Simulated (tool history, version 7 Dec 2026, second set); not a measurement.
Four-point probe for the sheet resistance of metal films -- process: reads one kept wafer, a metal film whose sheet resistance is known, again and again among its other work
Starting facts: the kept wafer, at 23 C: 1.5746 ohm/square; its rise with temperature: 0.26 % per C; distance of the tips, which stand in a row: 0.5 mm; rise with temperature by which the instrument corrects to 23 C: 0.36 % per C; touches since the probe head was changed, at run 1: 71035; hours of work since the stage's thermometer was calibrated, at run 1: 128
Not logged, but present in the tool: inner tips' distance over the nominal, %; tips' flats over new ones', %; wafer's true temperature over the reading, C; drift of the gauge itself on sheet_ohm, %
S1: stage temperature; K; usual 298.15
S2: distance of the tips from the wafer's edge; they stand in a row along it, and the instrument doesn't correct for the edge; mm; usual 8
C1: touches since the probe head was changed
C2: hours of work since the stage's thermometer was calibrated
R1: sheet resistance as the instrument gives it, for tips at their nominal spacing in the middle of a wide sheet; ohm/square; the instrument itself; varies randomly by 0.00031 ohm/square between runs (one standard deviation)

Run 1, day 0.000: usual settings; C1 71035; C2 128. Result: R1 1.572367 ohm/square.
Run 2, day 1.771: usual settings; C1 72302; C2 160. Result: R1 1.571925 ohm/square.
Run 3, day 4.325: usual settings but S2 41 mm; C1 74131; C2 207. Result: R1 1.569595 ohm/square.
Run 4, day 6.104: usual settings but S2 72 mm; C1 75407; C2 240. Result: R1 1.568685 ohm/square.
Run 5, day 8.412: usual settings but S1 295.15 K; C1 77059; C2 283. Result: R1 1.576280 ohm/square.
Run 6, day 9.550: usual settings but S1 295.15 K; C1 77874; C2 304. Result: R1 1.576401 ohm/square.
Run 7, day 12.129: usual settings but S1 295.15 K; C1 79719; C2 351. Result: R1 1.576070 ohm/square.
Run 8, day 13.754: usual settings but S1 295.15 K; C1 80883; C2 381. Result: R1 1.575871 ohm/square.
Run 9, day 15.333: usual settings; C1 82013; C2 410. Result: R1 1.571205 ohm/square.
Run 10, day 17.312: usual settings; C1 83431; C2 447. Result: R1 1.570800 ohm/square.
Run 11, day 18.400: usual settings but S2 23 mm; C1 84211; C2 467. Result: R1 1.567890 ohm/square.
Run 12, day 19.650: usual settings; C1 85105; C2 490. Result: R1 1.570707 ohm/square.
Run 13, day 22.133: usual settings; C1 86883; C2 536. Result: R1 1.570263 ohm/square.
Run 14, day 24.288: usual settings; C1 88424; C2 575. Result: R1 1.570875 ohm/square.
Run 15, day 25.362: usual settings; C1 89196; C2 595. Result: R1 1.570445 ohm/square.
At day 25.575: stage's thermometer calibrated.
Run 16, day 27.246: usual settings; C1 90529; C2 31. Result: R1 1.569546 ohm/square.
Run 17, day 29.183: usual settings; C1 91915; C2 66. Result: R1 1.569877 ohm/square.
At day 30.150: stage's thermometer calibrated, once more.
Run 18, day 30.679: usual settings; C1 92971; C2 10. Result: R1 1.570274 ohm/square.
Run 19, day 33.021: usual settings but S1 307.15 K, S2 13 mm; C1 94649; C2 53. Result: R1 1.555510 ohm/square.
Run 20, day 35.150: usual settings but S1 294.15 K, S2 75 mm; C1 96172; C2 92. Result: R1 1.572887 ohm/square.
Run 21, day 37.475: usual settings but S1 301.15 K, S2 47 mm; C1 97837; C2 135. Result: R1 1.562141 ohm/square.
Run 22, day 39.021: usual settings but S1 301.15 K, S2 47 mm; C1 98944; C2 164. Result: R1 1.562137 ohm/square.
Run 23, day 41.479: usual settings but S1 297.15 K, S2 11 mm; C1 100705; C2 209. Result: R1 1.569360 ohm/square.
Run 24, day 43.412: usual settings but S1 292.15 K, S2 14 mm; C1 102089; C2 245. Result: R1 1.576806 ohm/square.
Run 25, day 45.854: usual settings but S1 292.15 K, S2 14 mm; C1 103836; C2 289. Result: R1 1.575931 ohm/square.
Run 26, day 47.754: usual settings but S1 306.15 K, S2 4 mm; C1 105196; C2 325. Result: R1 1.567244 ohm/square.
Run 27, day 49.333: usual settings but S1 294.15 K, S2 17 mm; C1 106327; C2 354. Result: R1 1.572673 ohm/square.
Run 28, day 51.521: usual settings but S1 297.15 K; C1 107895; C2 394. Result: R1 1.570377 ohm/square.
Run 29, day 52.679: usual settings but S1 303.15 K, S2 6 mm; C1 108724; C2 415. Result: R1 1.564852 ohm/square.
Run 30, day 53.796: usual settings but S1 307.15 K; C1 109525; C2 436. Result: R1 1.555990 ohm/square.
Run 31, day 55.542: usual settings but S1 305.15 K, S2 17 mm; C1 110773; C2 468. Result: R1 1.556262 ohm/square.
Run 32, day 56.954: usual settings but S1 305.15 K; C1 111783; C2 494. Result: R1 1.558412 ohm/square.
Run 33, day 59.000: usual settings but S1 305.15 K; C1 113249; C2 532. Result: R1 1.558663 ohm/square.
Run 34, day 61.108: usual settings but S1 301.15 K, S2 36 mm; C1 114760; C2 571. Result: R1 1.560766 ohm/square.

Estimate the outcome of run 35 from the log above:
Run 35, day 63.396: usual settings but S1 301.15 K, S2 6 mm; C1 116396; C2 613. Result: R1 ?.

R1: 1.566340 ohm/square
Without the tool's hidden state the same run would have given R1 1.573264 ohm/square.

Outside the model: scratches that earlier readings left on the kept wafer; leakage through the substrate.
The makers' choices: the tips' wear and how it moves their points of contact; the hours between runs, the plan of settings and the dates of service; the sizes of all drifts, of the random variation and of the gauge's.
